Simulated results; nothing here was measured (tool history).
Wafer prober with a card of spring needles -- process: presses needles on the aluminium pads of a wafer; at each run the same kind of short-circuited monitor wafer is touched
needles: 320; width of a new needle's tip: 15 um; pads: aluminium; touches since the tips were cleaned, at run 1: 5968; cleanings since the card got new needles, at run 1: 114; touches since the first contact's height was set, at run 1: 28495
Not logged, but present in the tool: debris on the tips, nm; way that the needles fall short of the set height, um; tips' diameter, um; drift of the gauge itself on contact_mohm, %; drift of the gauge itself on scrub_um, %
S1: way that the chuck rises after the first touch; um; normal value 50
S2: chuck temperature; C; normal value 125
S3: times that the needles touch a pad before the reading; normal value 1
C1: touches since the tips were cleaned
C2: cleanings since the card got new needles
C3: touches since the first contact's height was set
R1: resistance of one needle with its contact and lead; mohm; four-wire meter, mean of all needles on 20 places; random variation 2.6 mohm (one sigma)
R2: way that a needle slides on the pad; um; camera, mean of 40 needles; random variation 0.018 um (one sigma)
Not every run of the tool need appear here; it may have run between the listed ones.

run    hour  S1   S2  S3    C1   C2     C3   R1     R2
  1       0  50  125   1  5968  114  28495  448   9.59
        3.4  -- tips cleaned on abrasive film
       18.7  -- tips cleaned on abrasive film
         32  -- tips cleaned on abrasive film
  2    44.5  50  125   1  7061  117  53510  473   9.49
       47.9  -- tips cleaned on abrasive film
       63.8  -- tips cleaned on abrasive film
         80  -- tips cleaned on abrasive film
  3    80.2  50  125   1   134  120  73522  330   9.48
       93.6  -- tips cleaned on abrasive film
      110.2  -- tips cleaned on abrasive film
      124.4  -- tips cleaned on abrasive film
      131.4  -- height of the first contact set anew
      140.3  -- tips cleaned on abrasive film
  4   141.1  50  125   2   430  124   5436  329   9.62
      154.4  -- tips cleaned on abrasive film
      170.6  -- tips cleaned on abrasive film
  5   177.2  50  125   2  3718  126  25756  392   9.58
      186.5  -- tips cleaned on abrasive film
      203.2  -- tips cleaned on abrasive film
      219.9  -- tips cleaned on abrasive film
  6   219.9  50  125   2     0  129  49739  319   9.52
      236.3  -- tips cleaned on abrasive film
  7   248.1  50  125   2  6708  130  65668  409    9.5
      251.4  -- tips cleaned on abrasive film
      264.8  -- tips cleaned on abrasive film
      280.2  -- tips cleaned on abrasive film
  8   281.9  51  125   1   967  133  84607  359    9.6
        295  -- tips cleaned on abrasive film
      310.9  -- tips cleaned on abrasive film
      314.5  -- height of the first contact set anew
      327.5  -- tips cleaned on abrasive film
  9   337.1  31  125   1  5458  136  12736  755   5.96
      343.2  -- tips cleaned on abrasive film
      356.6  -- tips cleaned on abrasive film
 10   363.7  31  125   1  4011  138  27633  710   5.94
      372.7  -- tips cleaned on abrasive film
      388.1  -- tips cleaned on abrasive film
 11   396.3  31  125   1  4618  140  45970  746   5.91
      402.5  -- tips cleaned on abrasive film
      419.2  -- tips cleaned on abrasive film
 12   424.2  31  125   1  2826  142  61642  609   5.87
      434.2  -- tips cleaned on abrasive film
      450.4  -- tips cleaned on abrasive film
      463.8  -- tips cleaned on abrasive film
      477.2  -- tips cleaned on abrasive film
 13   478.1  50  125   1   493  146  91890  345   9.45
      490.8  -- tips cleaned on abrasive film
        497  -- height of the first contact set anew
      506.8  -- tips cleaned on abrasive film
      520.2  -- tips cleaned on abrasive film
 14   523.6  50  125   1  1972  149  14932  386   9.58
      536.2  -- tips cleaned on abrasive film
      549.6  -- tips cleaned on abrasive film
 15   557.2  61  101   1  4285  151  33793  411  11.64
      563.9  -- tips cleaned on abrasive film
      579.8  -- tips cleaned on abrasive film
      593.2  -- tips cleaned on abrasive film
      606.5  -- tips cleaned on abrasive film
 16   618.1  32  116   3  6534  155  68020  506   6.03
      621.5  -- tips cleaned on abrasive film
        637  -- tips cleaned on abrasive film
      652.2  -- tips cleaned on abrasive film
      668.7  -- tips cleaned on abrasive film
      678.9  -- height of the first contact set anew
 17   679.5  42  125   3  5960  159    329  406    8.1
      682.9  -- tips cleaned on abrasive film
        699  -- tips cleaned on abrasive film
      713.7  -- tips cleaned on abrasive film
 18   713.7  35   67   2     0  162  19506  338    6.7
      729.8  -- tips cleaned on abrasive film
      745.4  -- tips cleaned on abrasive film
      761.6  -- tips cleaned on abrasive film
 19   771.1  35  125   1  5375  165  51830  697    6.6
        777  -- tips cleaned on abrasive film
        793  -- tips cleaned on abrasive film
      806.4  -- tips cleaned on abrasive film
      822.6  -- tips cleaned on abrasive film
 20   826.8  35  125   2  2367  169  83084  487   6.51
      836.8  -- tips cleaned on abrasive film
      853.5  -- tips cleaned on abrasive film
      860.4  -- height of the first contact set anew
      869.6  -- tips cleaned on abrasive film
      885.1  -- tips cleaned on abrasive film
 21   885.1  37   69   1     0  173  13891  355   7.08
      901.8  -- tips cleaned on abrasive film
 22   912.2  50   40   2  5867  174  29145  414   9.56
      915.5  -- tips cleaned on abrasive film
      931.6  -- tips cleaned on abrasive film
      947.7  -- tips cleaned on abrasive film
      961.6  -- tips cleaned on abrasive film
 23   961.6  30   42   2     0  178  56878  347    5.6
      977.4  -- tips cleaned on abrasive film
 24   986.7  30   42   2  5279  179  71033  677   5.59
        993  -- tips cleaned on abrasive film
     1009.2  -- tips cleaned on abrasive film
     1025.7  -- tips cleaned on abrasive film
 25  1032.1  30   42   2  3636  182  96539  656   5.56
     1042.2  -- tips cleaned on abrasive film
     1042.5  -- height of the first contact set anew
     1058.6  -- tips cleaned on abrasive film
 26    1068  32  125   1  5336  184  14392  769   6.17
     1074.6  -- tips cleaned on abrasive film
     1090.9  -- tips cleaned on abrasive film
       1107  -- tips cleaned on abrasive film
 27    1118  54   39   1  6201  187  42501  501  10.33

For each entry between runs, how does the tool's hidden state at the last listed run before it compare with that at the first listed run after it?
From run 1 to run 2: tips cleaned on abrasive film (hour 3.4); tips cleaned on abrasive film (hour 18.7); tips cleaned on abrasive film (hour 32)
  debris on the tips, nm: 71 -> 76.9; way that the needles fall short of the set height, um: 0.32 -> 0.65; tips' diameter, um: 19.47 -> 19.59
  difference, measured minus the result without the unlogged condition, R1: +156 -> +175 mohm; R2: -0.07 -> -0.12 um
From run 2 to run 3: tips cleaned on abrasive film (hour 47.9); tips cleaned on abrasive film (hour 63.8); tips cleaned on abrasive film (hour 80)
  debris on the tips, nm: 76.9 -> 9.8; way that the needles fall short of the set height, um: 0.65 -> 0.99; tips' diameter, um: 19.59 -> 19.71
  difference, measured minus the result without the unlogged condition, R1: +175 -> +32 mohm; R2: -0.12 -> -0.19 um
From run 3 to run 4: tips cleaned on abrasive film (hour 93.6); tips cleaned on abrasive film (hour 110.2); tips cleaned on abrasive film (hour 124.4); height of the first contact set anew (hour 131.4); tips cleaned on abrasive film (hour 140.3)
  debris on the tips, nm: 9.8 -> 14.6; way that the needles fall short of the set height, um: 0.99 -> 0.11; tips' diameter, um: 19.71 -> 19.87
  difference, measured minus the result without the unlogged condition, R1: +32 -> +29 mohm; R2: -0.19 -> -0.02 um
From run 4 to run 5: tips cleaned on abrasive film (hour 154.4); tips cleaned on abrasive film (hour 170.6)
  debris on the tips, nm: 14.6 -> 62.8; way that the needles fall short of the set height, um: 0.11 -> 0.38; tips' diameter, um: 19.87 -> 19.96
  difference, measured minus the result without the unlogged condition, R1: +29 -> +93 mohm; R2: -0.02 -> -0.08 um
From run 5 to run 6: tips cleaned on abrasive film (hour 186.5); tips cleaned on abrasive film (hour 203.2); tips cleaned on abrasive film (hour 219.9)
  debris on the tips, nm: 62.8 -> 5.3; way that the needles fall short of the set height, um: 0.38 -> 0.74; tips' diameter, um: 19.96 -> 20.09
  difference, measured minus the result without the unlogged condition, R1: +93 -> +18 mohm; R2: -0.08 -> -0.14 um
From run 6 to run 7: tips cleaned on abrasive film (hour 236.3)
  debris on the tips, nm: 5.3 -> 75.2; way that the needles fall short of the set height, um: 0.74 -> 0.86; tips' diameter, um: 20.09 -> 20.13
  difference, measured minus the result without the unlogged condition, R1: +18 -> +113 mohm; R2: -0.14 -> -0.16 um
From run 7 to run 8: tips cleaned on abrasive film (hour 251.4); tips cleaned on abrasive film (hour 264.8); tips cleaned on abrasive film (hour 280.2)
  debris on the tips, nm: 75.2 -> 21.1; way that the needles fall short of the set height, um: 0.86 -> 1.25; tips' diameter, um: 20.13 -> 20.27
  difference, measured minus the result without the unlogged condition, R1: +113 -> +60 mohm; R2: -0.16 -> -0.24 um
From run 8 to run 9: tips cleaned on abrasive film (hour 295); tips cleaned on abrasive film (hour 310.9); height of the first contact set anew (hour 314.5); tips cleaned on abrasive film (hour 327.5)
  debris on the tips, nm: 21.1 -> 73.9; way that the needles fall short of the set height, um: 1.25 -> 0.09; tips' diameter, um: 20.27 -> 20.39
  difference, measured minus the result without the unlogged condition, R1: +60 -> +435 mohm; R2: -0.24 -> -0.02 um
From run 9 to run 10: tips cleaned on abrasive film (hour 343.2); tips cleaned on abrasive film (hour 356.6)
  debris on the tips, nm: 73.9 -> 62.8; way that the needles fall short of the set height, um: 0.09 -> 0.3; tips' diameter, um: 20.39 -> 20.46
  difference, measured minus the result without the unlogged condition, R1: +435 -> +386 mohm; R2: -0.02 -> -0.06 um
From run 10 to run 11: tips cleaned on abrasive film (hour 372.7); tips cleaned on abrasive film (hour 388.1)
  debris on the tips, nm: 62.8 -> 70.1; way that the needles fall short of the set height, um: 0.3 -> 0.49; tips' diameter, um: 20.46 -> 20.53
  difference, measured minus the result without the unlogged condition, R1: +386 -> +427 mohm; R2: -0.06 -> -0.09 um
From run 11 to run 12: tips cleaned on abrasive film (hour 402.5); tips cleaned on abrasive film (hour 419.2)
  debris on the tips, nm: 70.1 -> 45.4; way that the needles fall short of the set height, um: 0.49 -> 0.69; tips' diameter, um: 20.53 -> 20.6
  difference, measured minus the result without the unlogged condition, R1: +427 -> +289 mohm; R2: -0.09 -> -0.13 um
From run 12 to run 13: tips cleaned on abrasive film (hour 434.2); tips cleaned on abrasive film (hour 450.4); tips cleaned on abrasive film (hour 463.8); tips cleaned on abrasive film (hour 477.2)
  debris on the tips, nm: 45.4 -> 13.1; way that the needles fall short of the set height, um: 0.69 -> 1.17; tips' diameter, um: 20.6 -> 20.77
  difference, measured minus the result without the unlogged condition, R1: +289 -> +45 mohm; R2: -0.13 -> -0.23 um
From run 13 to run 14: tips cleaned on abrasive film (hour 490.8); height of the first contact set anew (hour 497); tips cleaned on abrasive film (hour 506.8); tips cleaned on abrasive film (hour 520.2)
  debris on the tips, nm: 13.1 -> 32.5; way that the needles fall short of the set height, um: 1.17 -> 0.28; tips' diameter, um: 20.77 -> 20.89
  difference, measured minus the result without the unlogged condition, R1: +45 -> +89 mohm; R2: -0.23 -> -0.06 um
From run 14 to run 15: tips cleaned on abrasive film (hour 536.2); tips cleaned on abrasive film (hour 549.6)
  debris on the tips, nm: 32.5 -> 67; way that the needles fall short of the set height, um: 0.28 -> 0.54; tips' diameter, um: 20.89 -> 20.98
  difference, measured minus the result without the unlogged condition, R1: +89 -> +125 mohm; R2: -0.06 -> -0.11 um
From run 15 to run 16: tips cleaned on abrasive film (hour 563.9); tips cleaned on abrasive film (hour 579.8); tips cleaned on abrasive film (hour 593.2); tips cleaned on abrasive film (hour 606.5)
  debris on the tips, nm: 67 -> 74; way that the needles fall short of the set height, um: 0.54 -> 0.94; tips' diameter, um: 20.98 -> 21.13
  difference, measured minus the result without the unlogged condition, R1: +125 -> +186 mohm; R2: -0.11 -> -0.18 um
From run 16 to run 17: tips cleaned on abrasive film (hour 621.5); tips cleaned on abrasive film (hour 637); tips cleaned on abrasive film (hour 652.2); tips cleaned on abrasive film (hour 668.7); height of the first contact set anew (hour 678.9)
  debris on the tips, nm: 74 -> 73.9; way that the needles fall short of the set height, um: 0.94 -> 0; tips' diameter, um: 21.13 -> 21.29
  difference, measured minus the result without the unlogged condition, R1: +186 -> +104 mohm; R2: -0.18 -> +0 um
From run 17 to run 18: tips cleaned on abrasive film (hour 682.9); tips cleaned on abrasive film (hour 699); tips cleaned on abrasive film (hour 713.7)
  debris on the tips, nm: 73.9 -> 8; way that the needles fall short of the set height, um: 0 -> 0.42; tips' diameter, um: 21.29 -> 21.43
  difference, measured minus the result without the unlogged condition, R1: +104 -> +44 mohm; R2: +0 -> -0.08 um
From run 18 to run 19: tips cleaned on abrasive film (hour 729.8); tips cleaned on abrasive film (hour 745.4); tips cleaned on abrasive film (hour 761.6)
  debris on the tips, nm: 8 -> 70.7; way that the needles fall short of the set height, um: 0.42 -> 0.8; tips' diameter, um: 21.43 -> 21.56
  difference, measured minus the result without the unlogged condition, R1: +44 -> +384 mohm; R2: -0.08 -> -0.16 um
From run 19 to run 20: tips cleaned on abrasive film (hour 777); tips cleaned on abrasive film (hour 793); tips cleaned on abrasive film (hour 806.4); tips cleaned on abrasive film (hour 822.6)
  debris on the tips, nm: 70.7 -> 46.2; way that the needles fall short of the set height, um: 0.8 -> 1.2; tips' diameter, um: 21.56 -> 21.71
  difference, measured minus the result without the unlogged condition, R1: +384 -> +171 mohm; R2: -0.16 -> -0.23 um
From run 20 to run 21: tips cleaned on abrasive film (hour 836.8); tips cleaned on abrasive film (hour 853.5); height of the first contact set anew (hour 860.4); tips cleaned on abrasive film (hour 869.6); tips cleaned on abrasive film (hour 885.1)
  debris on the tips, nm: 46.2 -> 9.1; way that the needles fall short of the set height, um: 1.2 -> 0.28; tips' diameter, um: 21.71 -> 21.87
  difference, measured minus the result without the unlogged condition, R1: +171 -> +63 mohm; R2: -0.23 -> -0.06 um
From run 21 to run 22: tips cleaned on abrasive film (hour 901.8)
  debris on the tips, nm: 9.1 -> 73.4; way that the needles fall short of the set height, um: 0.28 -> 0.41; tips' diameter, um: 21.87 -> 21.92
  difference, measured minus the result without the unlogged condition, R1: +63 -> +143 mohm; R2: -0.06 -> -0.08 um
From run 22 to run 23: tips cleaned on abrasive film (hour 915.5); tips cleaned on abrasive film (hour 931.6); tips cleaned on abrasive film (hour 947.7); tips cleaned on abrasive film (hour 961.6)
  debris on the tips, nm: 73.4 -> 7.1; way that the needles fall short of the set height, um: 0.41 -> 0.84; tips' diameter, um: 21.92 -> 22.07
  difference, measured minus the result without the unlogged condition, R1: +143 -> +58 mohm; R2: -0.08 -> -0.16 um
From run 23 to run 24: tips cleaned on abrasive film (hour 977.4)
  debris on the tips, nm: 7.1 -> 70.5; way that the needles fall short of the set height, um: 0.84 -> 0.94; tips' diameter, um: 22.07 -> 22.1
  difference, measured minus the result without the unlogged condition, R1: +58 -> +383 mohm; R2: -0.16 -> -0.18 um
From run 24 to run 25: tips cleaned on abrasive film (hour 993); tips cleaned on abrasive film (hour 1009.2); tips cleaned on abrasive film (hour 1025.7)
  debris on the tips, nm: 70.5 -> 64; way that the needles fall short of the set height, um: 0.94 -> 1.24; tips' diameter, um: 22.1 -> 22.21
  difference, measured minus the result without the unlogged condition, R1: +383 -> +362 mohm; R2: -0.18 -> -0.24 um
From run 25 to run 26: tips cleaned on abrasive film (hour 1042.2); height of the first contact set anew (hour 1042.5); tips cleaned on abrasive film (hour 1058.6)
  debris on the tips, nm: 64 -> 68.3; way that the needles fall short of the set height, um: 1.24 -> 0.14; tips' diameter, um: 22.21 -> 22.29
  difference, measured minus the result without the unlogged condition, R1: +362 -> +452 mohm; R2: -0.24 -> -0.03 um
From run 26 to run 27: tips cleaned on abrasive film (hour 1074.6); tips cleaned on abrasive film (hour 1090.9); tips cleaned on abrasive film (hour 1107)
  debris on the tips, nm: 68.3 -> 79.9; way that the needles fall short of the set height, um: 0.14 -> 0.53; tips' diameter, um: 22.29 -> 22.42
  difference, measured minus the result without the unlogged condition, R1: +452 -> +230 mohm; R2: -0.03 -> -0.1 um
